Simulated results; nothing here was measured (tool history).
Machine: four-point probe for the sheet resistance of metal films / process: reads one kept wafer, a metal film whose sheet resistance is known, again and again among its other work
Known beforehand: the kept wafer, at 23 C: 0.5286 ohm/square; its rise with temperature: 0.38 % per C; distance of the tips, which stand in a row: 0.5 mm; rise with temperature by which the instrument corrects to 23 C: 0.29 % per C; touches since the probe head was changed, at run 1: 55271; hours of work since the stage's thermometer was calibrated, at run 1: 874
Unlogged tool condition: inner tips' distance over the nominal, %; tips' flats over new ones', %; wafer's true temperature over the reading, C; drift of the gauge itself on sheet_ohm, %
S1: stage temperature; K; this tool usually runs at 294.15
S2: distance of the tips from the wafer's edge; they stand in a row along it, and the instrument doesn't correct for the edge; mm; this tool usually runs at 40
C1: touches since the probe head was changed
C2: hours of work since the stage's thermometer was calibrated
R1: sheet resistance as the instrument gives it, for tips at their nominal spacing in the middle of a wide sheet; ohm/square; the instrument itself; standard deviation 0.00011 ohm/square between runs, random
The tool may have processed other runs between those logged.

{"run": 1, "hour": 0.0, "S1": 294.15, "S2": 40, "C1": 55271, "C2": 874, "R1": 0.528076}
{"run": 2, "hour": 32.1, "S1": 294.15, "S2": 40, "C1": 56747, "C2": 895, "R1": 0.527756}
{"run": 3, "hour": 53.4, "S1": 294.15, "S2": 40, "C1": 57725, "C2": 909, "R1": 0.527832}
{"run": 4, "hour": 76.9, "S1": 299.15, "S2": 40, "C1": 58804, "C2": 924, "R1": 0.53038}
{"run": 5, "hour": 113.8, "S1": 299.15, "S2": 40, "C1": 60501, "C2": 947, "R1": 0.52998}
{"run": 6, "hour": 134.3, "S1": 294.15, "S2": 48, "C1": 61442, "C2": 961, "R1": 0.527503}
{"run": 7, "hour": 160.2, "S1": 294.15, "S2": 40, "C1": 62630, "C2": 977, "R1": 0.527668}
{"run": 8, "hour": 187.5, "S1": 294.15, "S2": 40, "C1": 63886, "C2": 995, "R1": 0.52766}
{"run": 9, "hour": 222.1, "S1": 294.15, "S2": 40, "C1": 65474, "C2": 1017, "R1": 0.527381}
{"run": 10, "hour": 238.1, "S1": 294.15, "S2": 13, "C1": 66211, "C2": 1028, "R1": 0.527905}
{"run": 11, "hour": 256.2, "S1": 294.15, "S2": 13, "C1": 67042, "C2": 1039, "R1": 0.52777}
{"run": 12, "hour": 288.6, "S1": 294.15, "S2": 13, "C1": 68530, "C2": 1060, "R1": 0.527946}
{"run": 13, "hour": 324.2, "S1": 291.15, "S2": 30, "C1": 70163, "C2": 1083, "R1": 0.526049}
{"run": 14, "hour": 352.9, "S1": 293.15, "S2": 16, "C1": 71483, "C2": 1101, "R1": 0.526967}
{"run": 15, "hour": 376.8, "S1": 303.15, "S2": 65, "C1": 72581, "C2": 1117, "R1": 0.531474}
{"run": 16, "hour": 396.8, "S1": 303.15, "S2": 5, "C1": 73501, "C2": 1130, "R1": 0.534486}
{"run": 17, "hour": 418.5, "S1": 296.15, "S2": 14, "C1": 74495, "C2": 1144, "R1": 0.528615}
{"run": 18, "hour": 441.6, "S1": 303.15, "S2": 4, "C1": 75559, "C2": 1159, "R1": 0.535861}
{"run": 19, "hour": 458.5, "S1": 303.15, "S2": 4, "C1": 76334, "C2": 1169, "R1": 0.535905}
{"run": 20, "hour": 476.8, "S1": 301.15, "S2": 6, "C1": 77175, "C2": 1181, "R1": 0.532459}
{"run": 21, "hour": 503.3, "S1": 295.15, "S2": 6, "C1": 78393, "C2": 1198, "R1": 0.529468}
{"run": 22, "hour": 522.9, "S1": 306.15, "S2": 7, "C1": 79294, "C2": 1211, "R1": 0.533994}
{"run": 23, "hour": 558.9, "S1": 306.15, "S2": 7, "C1": 80949, "C2": 1234, "R1": 0.533898}
{"run": 24, "hour": 592.5, "S1": 304.15, "S2": 10, "C1": 82490, "C2": 1256, "R1": 0.532395}

Alternative continuations, all from the tool just after run 24; predict every row:
{"run": "A", "hour": 609.9, "S1": 297.15, "S2": 7, "C1": 83288, "C2": 1267, "R1": "?"}
{"run": "B", "hour": 609.9, "S1": 299.15, "S2": 3, "C1": 83288, "C2": 1267, "R1": "?"}
{"run": "C", "hour": 609.9, "S1": 303.15, "S2": 20, "C1": 83288, "C2": 1267, "R1": "?"}
{"run": "D", "hour": 609.9, "S1": 296.15, "S2": 10, "C1": 83288, "C2": 1267, "R1": "?"}

run=A R1=0.529366
run=B R1=0.537031
run=C R1=0.531241
run=D R1=0.528618
With no hidden state in the tool, these same runs would have given:
run=A R1=0.530155
run=B R1=0.537826
run=C R1=0.532019
run=D R1=0.529408
